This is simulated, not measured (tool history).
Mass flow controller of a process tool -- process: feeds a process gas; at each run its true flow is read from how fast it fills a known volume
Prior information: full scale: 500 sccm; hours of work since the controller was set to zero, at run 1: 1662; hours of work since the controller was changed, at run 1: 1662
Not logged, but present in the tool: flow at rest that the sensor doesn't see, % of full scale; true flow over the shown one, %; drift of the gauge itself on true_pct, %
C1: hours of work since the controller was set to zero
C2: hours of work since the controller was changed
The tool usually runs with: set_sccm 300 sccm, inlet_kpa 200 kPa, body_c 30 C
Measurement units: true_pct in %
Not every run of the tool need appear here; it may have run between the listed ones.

run 1 hour=0.0 | set_sccm=300 inlet_kpa=200 body_c=30 | C1=1662 C2=1662 | true_pct=98.36
run 2 hour=72.9 | set_sccm=300 inlet_kpa=200 body_c=30 | C1=1690 C2=1690 | true_pct=98.35
run 3 hour=173.3 | set_sccm=300 inlet_kpa=200 body_c=30 | C1=1729 C2=1729 | true_pct=98.58
run 4 hour=282.5 | set_sccm=300 inlet_kpa=200 body_c=30 | C1=1771 C2=1771 | true_pct=98.49
run 5 hour=348.7 | set_sccm=300 inlet_kpa=200 body_c=30 | C1=1796 C2=1796 | true_pct=98.49
run 6 hour=434.4 | set_sccm=300 inlet_kpa=200 body_c=30 | C1=1829 C2=1829 | true_pct=98.44
run 7 hour=532.3 | set_sccm=300 inlet_kpa=200 body_c=30 | C1=1867 C2=1867 | true_pct=98.46
run 8 hour=636.1 | set_sccm=300 inlet_kpa=200 body_c=24 | C1=1907 C2=1907 | true_pct=98.84
run 9 hour=721.8 | set_sccm=300 inlet_kpa=200 body_c=24 | C1=1940 C2=1940 | true_pct=98.83
run 10 hour=809.4 | set_sccm=300 inlet_kpa=200 body_c=24 | C1=1973 C2=1973 | true_pct=98.93
run 11 hour=887.2 | set_sccm=300 inlet_kpa=200 body_c=24 | C1=2003 C2=2003 | true_pct=98.78
run 12 hour=991.6 | set_sccm=120 inlet_kpa=263 body_c=25 | C1=2043 C2=2043 | true_pct=98.22
run 13 hour=1061.2 | set_sccm=164 inlet_kpa=148 body_c=28 | C1=2070 C2=2070 | true_pct=98.23
run 14 hour=1149.4 | set_sccm=98 inlet_kpa=250 body_c=29 | C1=2104 C2=2104 | true_pct=98.09
run 15 hour=1196.6 | set_sccm=297 inlet_kpa=172 body_c=21 | C1=2122 C2=2122 | true_pct=98.96
run 16 hour=1288.5 | set_sccm=74 inlet_kpa=172 body_c=21 | C1=2158 C2=2158 | true_pct=99.12
run 17 hour=1391.8 | set_sccm=74 inlet_kpa=162 body_c=30 | C1=2197 C2=2197 | true_pct=98.55
run 18 hour=1491.6 | set_sccm=300 inlet_kpa=246 body_c=30 | C1=2236 C2=2236 | true_pct=98.31
run 19 hour=1560.5 | set_sccm=300 inlet_kpa=246 body_c=30 | C1=2262 C2=2262 | true_pct=98.41
run 20 hour=1617.4 | set_sccm=300 inlet_kpa=246 body_c=30 | C1=2284 C2=2284 | true_pct=98.33
run 21 hour=1691.7 | set_sccm=54 inlet_kpa=143 body_c=36 | C1=2313 C2=2313 | true_pct=98.87
run 22 hour=1791.0 | set_sccm=54 inlet_kpa=143 body_c=36 | C1=2351 C2=2351 | true_pct=98.65

5 ways to go on from here, each from the tool as it stands after run 22. What would each give?
run A hour=1850.2 | set_sccm=56 inlet_kpa=157 body_c=30 | C1=2373 C2=2373 | true_pct=?
run B hour=1850.2 | set_sccm=462 inlet_kpa=143 body_c=27 | C1=2373 C2=2373 | true_pct=?
run C hour=1850.2 | set_sccm=89 inlet_kpa=182 body_c=23 | C1=2373 C2=2373 | true_pct=?
run D hour=1850.2 | set_sccm=226 inlet_kpa=148 body_c=21 | C1=2373 C2=2373 | true_pct=?
run E hour=1850.2 | set_sccm=300 inlet_kpa=200 body_c=21 | C1=2373 C2=2373 | true_pct=?

run=A true_pct=99.18
run=B true_pct=99.52
run=C true_pct=98.75
run=D true_pct=98.75
run=E true_pct=99.01
Take away the tool's hidden state, keep each run's random variation, and the runs would have read:
run=A true_pct=97.27
run=B true_pct=99.84
run=C true_pct=97.78
run=D true_pct=98.74
run=E true_pct=99.16
